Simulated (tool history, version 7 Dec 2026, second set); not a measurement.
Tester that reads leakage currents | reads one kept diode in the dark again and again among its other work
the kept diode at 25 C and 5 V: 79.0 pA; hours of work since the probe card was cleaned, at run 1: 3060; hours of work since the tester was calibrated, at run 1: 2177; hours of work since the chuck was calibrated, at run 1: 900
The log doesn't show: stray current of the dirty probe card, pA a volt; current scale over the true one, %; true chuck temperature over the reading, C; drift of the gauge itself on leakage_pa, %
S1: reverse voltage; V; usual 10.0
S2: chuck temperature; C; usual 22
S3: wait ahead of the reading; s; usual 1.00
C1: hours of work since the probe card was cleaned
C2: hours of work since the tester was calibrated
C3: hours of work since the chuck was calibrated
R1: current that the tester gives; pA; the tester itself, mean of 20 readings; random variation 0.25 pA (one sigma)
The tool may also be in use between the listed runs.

run	hour	S1	S2	S3	C1	C2	C3	R1
1	0.0	10.0	22	1.00	3060	2177	900	105.49
2	87.8	10.0	22	1.00	3109	2226	949	105.28
3	185.0	10.0	22	1.00	3162	2280	1003	105.37
4	242.2	10.0	22	1.00	3194	2311	1034	105.65
# hour 251.0: chuck's temperature calibrated
# hour 311.2: probe card cleaned and baked
5	338.0	10.0	22	9.65	15	2362	47	83.23
6	427.1	10.0	22	9.65	64	2411	96	82.25
7	477.3	10.0	22	1.00	92	2439	124	83.46
8	556.3	10.6	22	1.00	136	2483	168	86.25
9	610.4	10.6	22	1.00	166	2513	198	86.59
10	677.4	10.0	22	1.00	203	2550	235	83.95
11	739.8	10.0	22	1.00	238	2585	270	83.57
12	837.2	10.0	22	1.00	292	2639	324	84.26
13	891.5	10.0	36	1.00	322	2669	354	254.04
14	949.2	10.0	36	1.00	354	2701	386	252.01
15	1027.7	2.1	22	2.84	398	2744	429	42.98
16	1109.7	1.3	43	5.46	443	2790	475	184.64
17	1189.6	10.0	22	0.47	487	2834	519	86.18
18	1283.7	2.0	25	4.19	540	2887	571	53.48
19	1371.0	14.6	27	4.45	588	2935	620	146.25
20	1432.5	2.8	27	1.73	622	2969	654	72.40
21	1529.1	2.8	27	1.73	676	3023	708	71.96
22	1582.1	2.7	27	0.93	705	3052	737	70.71
23	1658.1	7.4	43	1.00	747	3094	779	366.98
24	1753.0	7.9	44	1.00	800	3147	832	404.21
25	1795.4	7.9	44	1.00	824	3170	855	404.54

Forecast run 26:
26	1853.1	7.9	44	1.00	856	3203	887	?

R1: 402.58 pA
Without the tool's hidden state the same run would have given R1 422.54 pA.
